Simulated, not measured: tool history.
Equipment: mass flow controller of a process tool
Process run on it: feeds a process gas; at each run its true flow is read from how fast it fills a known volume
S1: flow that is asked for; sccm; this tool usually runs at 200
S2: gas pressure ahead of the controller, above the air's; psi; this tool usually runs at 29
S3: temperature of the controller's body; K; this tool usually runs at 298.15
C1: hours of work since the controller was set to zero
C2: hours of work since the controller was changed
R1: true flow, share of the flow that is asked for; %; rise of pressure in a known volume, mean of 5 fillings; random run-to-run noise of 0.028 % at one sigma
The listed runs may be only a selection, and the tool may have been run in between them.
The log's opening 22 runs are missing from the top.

run,hour,S1,S2,S3,C1,C2,R1
23,5213.2,200,29,298.15,1338,1338,99.21
24,5432.9,451,29,311.15,1458,1458,101.1
25,5680.2,59,29,295.15,1592,1592,99.85
26,5835.8,476,28.1,302.15,1677,1677,100.26
27,6102.2,476,28.1,302.15,1821,1821,100.26
# hour 6122.6: controller's zero set anew
28,6398.8,145,26.8,295.15,150,1982,99.42
29,6563.6,145,26.8,295.15,240,2072,99.42
# hour 6703.8: controller's zero set anew, once more
30,6771,119,22,306.15,37,2184,99.12
31,6956,200,29,299.15,137,2285,98.59
32,7181.1,200,29,299.15,259,2407,98.58

What will run 33 give?
33,7396.8,78,29,299.15,376,2524,?

{"run 33": {"R1": 98.41}}
Had the tool carried no hidden state, the very same run would have given R1 98.48 %.

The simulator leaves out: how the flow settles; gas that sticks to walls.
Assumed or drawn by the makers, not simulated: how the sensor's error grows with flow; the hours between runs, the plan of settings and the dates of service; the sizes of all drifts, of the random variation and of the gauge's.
